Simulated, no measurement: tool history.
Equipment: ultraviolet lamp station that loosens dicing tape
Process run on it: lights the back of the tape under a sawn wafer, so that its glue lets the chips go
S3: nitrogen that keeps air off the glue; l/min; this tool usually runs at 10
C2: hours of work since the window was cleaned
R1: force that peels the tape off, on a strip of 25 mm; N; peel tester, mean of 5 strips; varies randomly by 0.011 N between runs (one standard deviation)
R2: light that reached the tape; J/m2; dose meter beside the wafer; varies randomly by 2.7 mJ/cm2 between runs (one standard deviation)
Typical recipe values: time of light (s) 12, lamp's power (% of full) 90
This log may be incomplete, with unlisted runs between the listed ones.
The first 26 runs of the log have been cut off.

Run 27, hour 219.4: usual settings but time of light (s) 15, lamp's power (% of full) 77, S3 4 l/min; hours of work of the lamp 472; C2 260. Result: R1 1.465 N, R2 2710 J/m2.
Run 28, hour 224.7: usual settings but time of light (s) 15, lamp's power (% of full) 77, S3 4 l/min; hours of work of the lamp 477; C2 264. Result: R1 1.485 N, R2 2720 J/m2.
Run 29, hour 233.7: usual settings but time of light (s) 11, lamp's power (% of full) 77, S3 3 l/min; hours of work of the lamp 483; C2 271. Result: R1 2.366 N, R2 1970 J/m2.
Run 30, hour 241.2: usual settings but lamp's power (% of full) 89; hours of work of the lamp 489; C2 276. Result: R1 0.887 N, R2 2470 J/m2.
Run 31, hour 250.7: usual settings but time of light (s) 15, lamp's power (% of full) 94, S3 8 l/min; hours of work of the lamp 497; C2 284. Result: R1 0.728 N, R2 3230 J/m2.
At hour 261.1: window cleaned of glue's vapour.
Run 32, hour 262.4: usual settings but time of light (s) 23, lamp's power (% of full) 65, S3 6 l/min; hours of work of the lamp 505; C2 1. Result: R1 0.604 N, R2 4090 J/m2.
Run 33, hour 273: usual settings but time of light (s) 23, lamp's power (% of full) 76, S3 6 l/min; hours of work of the lamp 513; C2 9. Result: R1 0.442 N, R2 4710 J/m2.
Run 34, hour 281.9: usual settings but time of light (s) 23, lamp's power (% of full) 64, S3 6 l/min; hours of work of the lamp 520; C2 16. Result: R1 0.608 N, R2 4000 J/m2.
Run 35, hour 290.1: usual settings but time of light (s) 23, lamp's power (% of full) 64, S3 6 l/min; hours of work of the lamp 526; C2 22. Result: R1 0.605 N, R2 3950 J/m2.
Run 36, hour 297.3: usual settings but time of light (s) 23, lamp's power (% of full) 64, S3 6 l/min; hours of work of the lamp 532; C2 28. Result: R1 0.596 N, R2 3920 J/m2.
Run 37, hour 307.7: usual settings but S3 7 l/min; hours of work of the lamp 540; C2 36. Result: R1 0.909 N, R2 2880 J/m2.
Run 38, hour 318.1: usual settings but time of light (s) 17, lamp's power (% of full) 71, S3 7 l/min; hours of work of the lamp 548; C2 44. Result: R1 0.781 N, R2 3180 J/m2.
Run 39, hour 324.4: usual settings but time of light (s) 8, lamp's power (% of full) 99, S3 14 l/min; hours of work of the lamp 553; C2 49. Result: R1 1.002 N, R2 2050 J/m2.

4 options for the next run, each taken on its own from the tool as it stands now. Forecast them:
Run A, hour 334.1: usual settings but time of light (s) 8, lamp's power (% of full) 87, S3 14 l/min; hours of work of the lamp 560; C2 56. Result: R1 ?, R2 ?.
Run B, hour 334.1: usual settings but lamp's power (% of full) 91; hours of work of the lamp 560; C2 56. Result: R1 ?, R2 ?.
Run C, hour 334.1: usual settings but time of light (s) 8, lamp's power (% of full) 99, S3 14 l/min; hours of work of the lamp 560; C2 56. Result: R1 ?, R2 ?.
Run D, hour 334.1: usual settings but time of light (s) 13, lamp's power (% of full) 91, S3 6 l/min; hours of work of the lamp 560; C2 56. Result: R1 ?, R2 ?.

run     R1    R2
  A  1.189  1780
  B  0.736  2830
  C   1.01  2020
  D  0.937  3070
The same runs, with their run-to-run variation unchanged, on a tool lacking any hidden condition would have given:
run     R1    R2
  A  0.815  2280
  B   0.48  3620
  C  0.673  2590
  D   0.62  3920
